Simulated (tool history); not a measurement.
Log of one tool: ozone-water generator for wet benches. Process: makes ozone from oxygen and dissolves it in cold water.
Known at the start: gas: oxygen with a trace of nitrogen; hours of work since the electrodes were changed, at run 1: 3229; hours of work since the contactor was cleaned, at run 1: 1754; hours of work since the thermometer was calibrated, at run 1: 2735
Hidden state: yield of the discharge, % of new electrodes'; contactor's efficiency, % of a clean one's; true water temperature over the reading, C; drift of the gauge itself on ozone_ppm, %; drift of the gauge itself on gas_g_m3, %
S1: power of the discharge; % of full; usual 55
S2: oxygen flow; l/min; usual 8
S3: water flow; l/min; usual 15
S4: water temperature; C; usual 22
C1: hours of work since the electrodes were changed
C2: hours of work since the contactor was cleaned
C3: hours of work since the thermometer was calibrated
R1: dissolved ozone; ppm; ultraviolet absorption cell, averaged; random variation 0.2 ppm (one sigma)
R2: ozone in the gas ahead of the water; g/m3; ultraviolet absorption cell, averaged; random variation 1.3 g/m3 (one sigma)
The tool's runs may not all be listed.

run 1 day=0 | S1=55 S2=8 S3=15 S4=22 | C1=3229 C2=1754 C3=2735 | R1=24.5 R2=207.1
run 2 day=1.95 | S1=55 S2=8 S3=15 S4=23 | C1=3274 C2=1799 C3=2780 | R1=24 R2=211.4
run 3 day=5.617 | S1=55 S2=13.42 S3=15 S4=22 | C1=3358 C2=1884 C3=2864 | R1=20.6 R2=154.7
run 4 day=8.254 | S1=55 S2=8 S3=15 S4=15 | C1=3419 C2=1945 C3=2925 | R1=27.9 R2=209.3
run 5 day=11.042 | S1=66 S2=8 S3=15 S4=22 | C1=3483 C2=2009 C3=2989 | R1=26.1 R2=227.1
run 6 day=12.742 | S1=55 S2=8 S3=15 S4=22 | C1=3522 C2=2048 C3=3028 | R1=24.3 R2=209.4
run 7 day=16.175 | S1=55 S2=8 S3=15 S4=22 | C1=3601 C2=2127 C3=3107 | R1=24 R2=206.1
run 8 day=18.346 | S1=55 S2=8 S3=15 S4=22 | C1=3651 C2=2177 C3=3157 | R1=23.7 R2=205.4
run 9 day=22.121 | S1=55 S2=8 S3=15 S4=18 | C1=3738 C2=2264 C3=3244 | R1=25.8 R2=204.6
run 10 day=25.225 | S1=44 S2=8 S3=15 S4=22 | C1=3810 C2=2336 C3=3316 | R1=21.3 R2=184.9
run 11 day=28.042 | S1=65 S2=8 S3=15 S4=22 | C1=3875 C2=2401 C3=3381 | R1=25.5 R2=220.3
run 12 day=31.475 | S1=65 S2=8 S3=15 S4=22 | C1=3954 C2=2480 C3=3460 | R1=25.2 R2=221.1
run 13 day=34.188 | S1=69 S2=11.01 S3=12 S4=25 | C1=4017 C2=2542 C3=3522 | R1=24.8 R2=186.9
run 14 day=36.25 | S1=69 S2=7.99 S3=12 S4=25 | C1=4064 C2=2590 C3=3570 | R1=27.3 R2=227.5
run 15 day=38.312 | S1=45 S2=8 S3=22 S4=22 | C1=4112 C2=2637 C3=3617 | R1=16 R2=184.9
run 16 day=42.296 | S1=45 S2=8 S3=22 S4=22 | C1=4203 C2=2729 C3=3709 | R1=16 R2=184.3
run 17 day=45.208 | S1=57 S2=10.83 S3=15 S4=21 | C1=4270 C2=2796 C3=3776 | R1=21.9 R2=169.6
run 18 day=48.654 | S1=45 S2=6.97 S3=18 S4=21 | C1=4350 C2=2875 C3=3856 | R1=19.3 R2=200.2
run 19 day=50.912 | S1=45 S2=6.97 S3=18 S4=21 | C1=4402 C2=2928 C3=3908 | R1=19.1 R2=199
run 20 day=53.221 | S1=45 S2=10 S3=13 S4=21 | C1=4455 C2=2981 C3=3961 | R1=21.9 R2=161.9
run 21 day=55.529 | S1=88 S2=10.31 S3=11 S4=25 | C1=4508 C2=3034 C3=4014 | R1=28.7 R2=213
run 22 day=58.729 | S1=55 S2=5.24 S3=15 S4=22 | C1=4582 C2=3108 C3=4088 | R1=24.7 R2=256

Run 23 comes next. What will it give?
run 23 day=61.008 | S1=67 S2=4.73 S3=11 S4=16 | C1=4635 C2=3160 C3=4140 | R1=? R2=?

R1: 38.2 ppm
R2: 299 g/m3
Without the tool's hidden state the same run would have given R1 48.2 ppm, R2 354.4 g/m3.

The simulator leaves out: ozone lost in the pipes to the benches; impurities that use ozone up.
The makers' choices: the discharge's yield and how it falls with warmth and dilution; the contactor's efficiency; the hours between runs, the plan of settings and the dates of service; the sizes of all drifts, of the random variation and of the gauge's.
